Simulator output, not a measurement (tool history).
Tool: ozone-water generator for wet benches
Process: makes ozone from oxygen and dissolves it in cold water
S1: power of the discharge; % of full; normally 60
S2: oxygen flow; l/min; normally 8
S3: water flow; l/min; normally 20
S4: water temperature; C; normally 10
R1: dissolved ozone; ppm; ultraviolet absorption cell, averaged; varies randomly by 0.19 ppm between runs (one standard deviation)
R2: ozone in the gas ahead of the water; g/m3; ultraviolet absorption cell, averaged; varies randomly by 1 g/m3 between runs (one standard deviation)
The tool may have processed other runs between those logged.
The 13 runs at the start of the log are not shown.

run	day	S1	S2	S3	S4	R1	R2
14	15.517	60	8	20	10	25.6	178.6
15	16.942	60	8	20	10	26.1	178.4
16	18.342	60	8	20	10	25.7	177.2
17	19.071	60	8	20	10	25.9	177.4
18	20.108	60	8	20	10	25.8	179.8
19	21.296	60	8	15	10	32.3	177.4
20	22.675	45	5.17	22	9	18.8	180.5
21	23.8	45	5.17	22	9	19.1	180.8
22	24.588	60	6.54	20	10	26.3	201.1
23	26.154	60	6.54	20	10	26.2	202
24	26.804	49	8	21	13	19.8	147.7
25	27.588	49	8	21	13	19.5	148.9
26	28.383	49	8	21	13	19.9	149
27	29.462	45	8	20	8	20.5	136.3
28	30.246	45	8	20	8	20.6	138.2
29	31.554	45	8	20	17	17.8	137.6
30	32.988	90	11.52	24	9	30.7	201.5
31	33.808	44	10.04	17	14	19.6	115.7
32	34.821	46	8	22	18	16.2	138.4
33	35.583	46	12.77	22	9	17.7	103.8
34	36.279	69	8	13	8	41.2	202.2

Branching from run 34: 3 alternative next runs. What would each branch give?
A	37.346	60	8	16	10	?	?
B	37.346	54	8.26	20	10	?	?
C	37.346	69	8	28	17	?	?

run	R1	R2
A	30.3	176.5
B	23.3	158.5
C	19.7	201.4
With the hidden condition removed and each run's random variation left untouched, the same runs would have given:
run	R1	R2
A	32.2	178
B	24.8	159.7
C	21.2	203.3
